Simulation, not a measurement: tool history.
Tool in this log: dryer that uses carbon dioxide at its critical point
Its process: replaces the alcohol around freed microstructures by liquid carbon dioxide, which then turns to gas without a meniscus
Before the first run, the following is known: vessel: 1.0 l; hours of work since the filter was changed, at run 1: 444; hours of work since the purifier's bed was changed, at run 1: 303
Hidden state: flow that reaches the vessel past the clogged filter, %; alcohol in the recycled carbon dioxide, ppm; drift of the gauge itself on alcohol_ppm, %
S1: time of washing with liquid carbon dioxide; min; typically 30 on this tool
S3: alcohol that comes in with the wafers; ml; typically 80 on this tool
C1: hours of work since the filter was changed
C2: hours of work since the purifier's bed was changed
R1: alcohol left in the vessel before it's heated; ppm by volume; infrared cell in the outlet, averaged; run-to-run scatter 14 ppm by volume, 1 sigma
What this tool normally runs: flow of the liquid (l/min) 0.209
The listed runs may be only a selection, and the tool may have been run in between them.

run 1 hour=0.0 | S1=30 flow_of_the_liquid_(l/min)=0.209 S3=80 | C1=444 C2=303 | R1=1641
run 2 hour=7.9 | S1=21 flow_of_the_liquid_(l/min)=0.209 S3=80 | C1=450 C2=309 | R1=5230
run 3 hour=17.7 | S1=21 flow_of_the_liquid_(l/min)=0.209 S3=80 | C1=458 C2=316 | R1=5204
run 4 hour=25.7 | S1=21 flow_of_the_liquid_(l/min)=0.209 S3=80 | C1=464 C2=322 | R1=5262
run 5 hour=29.9 | S1=21 flow_of_the_liquid_(l/min)=0.209 S3=80 | C1=467 C2=325 | R1=5228
run 6 hour=39.2 | S1=21 flow_of_the_liquid_(l/min)=0.209 S3=80 | C1=474 C2=332 | R1=5312
run 7 hour=44.7 | S1=20 flow_of_the_liquid_(l/min)=0.209 S3=80 | C1=478 C2=337 | R1=6050
-- hour=46.9 inlet filter changed
run 8 hour=50.2 | S1=20 flow_of_the_liquid_(l/min)=0.209 S3=80 | C1=3 C2=340 | R1=4182
run 9 hour=57.5 | S1=20 flow_of_the_liquid_(l/min)=0.209 S3=80 | C1=8 C2=346 | R1=4083
run 10 hour=67.4 | S1=20 flow_of_the_liquid_(l/min)=0.209 S3=80 | C1=16 C2=353 | R1=4068
run 11 hour=76.9 | S1=30 flow_of_the_liquid_(l/min)=0.209 S3=79 | C1=23 C2=360 | R1=998
run 12 hour=86.5 | S1=30 flow_of_the_liquid_(l/min)=0.209 S3=80 | C1=30 C2=368 | R1=1045
run 13 hour=95.3 | S1=30 flow_of_the_liquid_(l/min)=0.209 S3=80 | C1=37 C2=374 | R1=1039
run 14 hour=100.9 | S1=30 flow_of_the_liquid_(l/min)=0.268 S3=80 | C1=41 C2=379 | R1=374
run 15 hour=106.8 | S1=30 flow_of_the_liquid_(l/min)=0.268 S3=80 | C1=46 C2=383 | R1=370
run 16 hour=115.8 | S1=30 flow_of_the_liquid_(l/min)=0.268 S3=80 | C1=52 C2=390 | R1=377
run 17 hour=122.7 | S1=23 flow_of_the_liquid_(l/min)=0.126 S3=80 | C1=58 C2=395 | R1=10487
run 18 hour=127.4 | S1=36 flow_of_the_liquid_(l/min)=0.172 S3=100 | C1=61 C2=399 | R1=1392
run 19 hour=136.2 | S1=30 flow_of_the_liquid_(l/min)=0.160 S3=80 | C1=68 C2=405 | R1=2772
run 20 hour=142.0 | S1=21 flow_of_the_liquid_(l/min)=0.261 S3=27 | C1=72 C2=410 | R1=689
run 21 hour=147.5 | S1=21 flow_of_the_liquid_(l/min)=0.175 S3=116 | C1=77 C2=414 | R1=8871
run 22 hour=156.8 | S1=21 flow_of_the_liquid_(l/min)=0.257 S3=116 | C1=84 C2=421 | R1=2869
run 23 hour=161.2 | S1=30 flow_of_the_liquid_(l/min)=0.209 S3=68 | C1=87 C2=425 | R1=970
run 24 hour=166.3 | S1=30 flow_of_the_liquid_(l/min)=0.209 S3=68 | C1=91 C2=428 | R1=984
run 25 hour=175.1 | S1=24 flow_of_the_liquid_(l/min)=0.200 S3=72 | C1=98 C2=435 | R1=2659
run 26 hour=180.2 | S1=46 flow_of_the_liquid_(l/min)=0.165 S3=80 | C1=101 C2=439 | R1=522
run 27 hour=187.1 | S1=46 flow_of_the_liquid_(l/min)=0.165 S3=80 | C1=107 C2=444 | R1=538
run 28 hour=191.8 | S1=30 flow_of_the_liquid_(l/min)=0.303 S3=76 | C1=110 C2=448 | R1=244
run 29 hour=196.3 | S1=30 flow_of_the_liquid_(l/min)=0.303 S3=76 | C1=114 C2=451 | R1=250
run 30 hour=201.2 | S1=30 flow_of_the_liquid_(l/min)=0.303 S3=76 | C1=117 C2=455 | R1=242
run 31 hour=206.0 | S1=44 flow_of_the_liquid_(l/min)=0.315 S3=80 | C1=121 C2=459 | R1=123

Pick out some run-to-run changes in R1. Of each, how much would a tool without hidden state show as well, from the settings, what came in and chance, and how much is left for the hidden state and any gauge scatter not in both results compared?
Run 1 -> 2: S1 30 -> 21. R1 +3589 ppm by volume: hidden state +1003, all else +2586.
Run 7 -> 8: inlet filter changed. R1 -1868 ppm by volume: hidden state -1919, all else +51.
Run 16 -> 17: S1 30 -> 23, flow of the liquid (l/min) 0.268 -> 0.126. R1 +10110 ppm by volume: hidden state +306, all else +9804.
Run 17 -> 18: S1 23 -> 36, flow of the liquid (l/min) 0.126 -> 0.172, S3 80 -> 100. R1 -9095 ppm by volume: hidden state -237, all else -8858.
Run 20 -> 21: flow of the liquid (l/min) 0.261 -> 0.175, S3 27 -> 116. R1 +8182 ppm by volume: hidden state +416, all else +7766.

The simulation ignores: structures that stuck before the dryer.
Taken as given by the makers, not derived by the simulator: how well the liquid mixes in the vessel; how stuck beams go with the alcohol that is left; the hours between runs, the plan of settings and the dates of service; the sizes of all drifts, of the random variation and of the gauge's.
